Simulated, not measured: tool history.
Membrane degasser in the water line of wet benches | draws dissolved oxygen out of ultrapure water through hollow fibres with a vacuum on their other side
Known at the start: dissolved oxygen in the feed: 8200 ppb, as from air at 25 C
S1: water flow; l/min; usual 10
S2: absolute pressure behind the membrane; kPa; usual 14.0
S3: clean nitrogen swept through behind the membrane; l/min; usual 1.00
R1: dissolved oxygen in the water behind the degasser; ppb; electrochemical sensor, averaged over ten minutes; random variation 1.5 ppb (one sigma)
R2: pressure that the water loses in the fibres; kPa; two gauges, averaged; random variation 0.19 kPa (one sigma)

{"run": 1, "hour": 0.0, "S1": 10, "S2": 14.0, "S3": 1.0, "R1": 260.2, "R2": 40.24}
{"run": 2, "hour": 39.0, "S1": 10, "S2": 14.0, "S3": 0.69, "R1": 363.4, "R2": 40.32}
{"run": 3, "hour": 77.7, "S1": 10, "S2": 14.0, "S3": 0.69, "R1": 357.8, "R2": 40.22}
{"run": 4, "hour": 108.9, "S1": 10, "S2": 14.0, "S3": 0.69, "R1": 358.6, "R2": 40.41}
{"run": 5, "hour": 156.7, "S1": 10, "S2": 14.0, "S3": 0.69, "R1": 359.6, "R2": 40.33}
{"run": 6, "hour": 180.2, "S1": 15, "S2": 14.0, "S3": 1.0, "R1": 383.6, "R2": 60.42}
{"run": 7, "hour": 226.1, "S1": 15, "S2": 14.0, "S3": 0.46, "R1": 709.6, "R2": 60.61}
{"run": 8, "hour": 254.1, "S1": 15, "S2": 14.0, "S3": 0.46, "R1": 699.4, "R2": 60.35}
{"run": 9, "hour": 288.8, "S1": 10, "S2": 28.3, "S3": 1.0, "R1": 576.0, "R2": 40.45}
{"run": 10, "hour": 324.4, "S1": 10, "S2": 20.2, "S3": 1.0, "R1": 400.8, "R2": 40.13}
{"run": 11, "hour": 372.4, "S1": 10, "S2": 20.2, "S3": 1.0, "R1": 402.6, "R2": 40.37}
{"run": 12, "hour": 419.3, "S1": 10, "S2": 20.2, "S3": 1.0, "R1": 404.9, "R2": 40.32}
{"run": 13, "hour": 471.3, "S1": 10, "S2": 20.2, "S3": 1.0, "R1": 400.2, "R2": 40.46}
{"run": 14, "hour": 517.8, "S1": 10, "S2": 20.2, "S3": 1.0, "R1": 402.4, "R2": 39.99}
{"run": 15, "hour": 542.0, "S1": 8, "S2": 14.0, "S3": 1.0, "R1": 211.3, "R2": 32.22}
{"run": 16, "hour": 563.3, "S1": 7, "S2": 14.0, "S3": 1.0, "R1": 187.9, "R2": 28.49}
{"run": 17, "hour": 601.3, "S1": 7, "S2": 14.0, "S3": 1.0, "R1": 188.8, "R2": 28.3}
{"run": 18, "hour": 639.4, "S1": 15, "S2": 14.0, "S3": 2.14, "R1": 203.0, "R2": 60.79}
{"run": 19, "hour": 672.9, "S1": 10, "S2": 30.0, "S3": 1.0, "R1": 613.9, "R2": 40.67}
{"run": 20, "hour": 704.7, "S1": 6, "S2": 22.8, "S3": 1.0, "R1": 292.3, "R2": 24.08}
{"run": 21, "hour": 738.9, "S1": 6, "S2": 16.6, "S3": 2.61, "R1": 81.1, "R2": 24.37}
{"run": 22, "hour": 775.8, "S1": 6, "S2": 16.6, "S3": 2.61, "R1": 81.3, "R2": 24.48}
{"run": 23, "hour": 821.4, "S1": 9, "S2": 13.4, "S3": 1.0, "R1": 228.0, "R2": 36.61}
{"run": 24, "hour": 864.0, "S1": 9, "S2": 13.4, "S3": 1.0, "R1": 227.0, "R2": 36.4}
{"run": 25, "hour": 894.8, "S1": 10, "S2": 10.8, "S3": 2.74, "R1": 76.1, "R2": 40.24}
{"run": 26, "hour": 930.5, "S1": 10, "S2": 27.4, "S3": 1.52, "R1": 385.8, "R2": 40.43}
{"run": 27, "hour": 971.4, "S1": 10, "S2": 14.8, "S3": 0.87, "R1": 319.7, "R2": 40.23}
{"run": 28, "hour": 1007.1, "S1": 10, "S2": 20.9, "S3": 0.87, "R1": 476.7, "R2": 40.43}
{"run": 29, "hour": 1053.3, "S1": 7, "S2": 14.0, "S3": 1.63, "R1": 119.5, "R2": 28.33}
{"run": 30, "hour": 1091.0, "S1": 6, "S2": 25.0, "S3": 0.66, "R1": 468.7, "R2": 24.26}
{"run": 31, "hour": 1142.7, "S1": 14, "S2": 25.0, "S3": 1.85, "R1": 403.5, "R2": 56.78}
{"run": 32, "hour": 1187.8, "S1": 12, "S2": 14.0, "S3": 1.0, "R1": 317.0, "R2": 48.45}
{"run": 33, "hour": 1226.8, "S1": 9, "S2": 26.2, "S3": 1.33, "R1": 376.4, "R2": 36.33}

3 ways to go on from here, each from the tool as it stands after run 33. What would each give?
{"run": "A", "hour": 1278.3, "S1": 7, "S2": 27.4, "S3": 1.72, "R1": "?", "R2": "?"}
{"run": "B", "hour": 1278.3, "S1": 10, "S2": 11.0, "S3": 0.63, "R1": "?", "R2": "?"}
{"run": "C", "hour": 1278.3, "S1": 10, "S2": 33.0, "S3": 0.41, "R1": "?", "R2": "?"}

run=A R1=250.9 R2=28.27
run=B R1=285.2 R2=40.57
run=C R1=1381.7 R2=40.83
Without the tool's hidden state the same runs would have given:
run=A R1=238.2 R2=27.68
run=B R1=274.7 R2=39.72
run=C R1=1353.2 R2=39.98
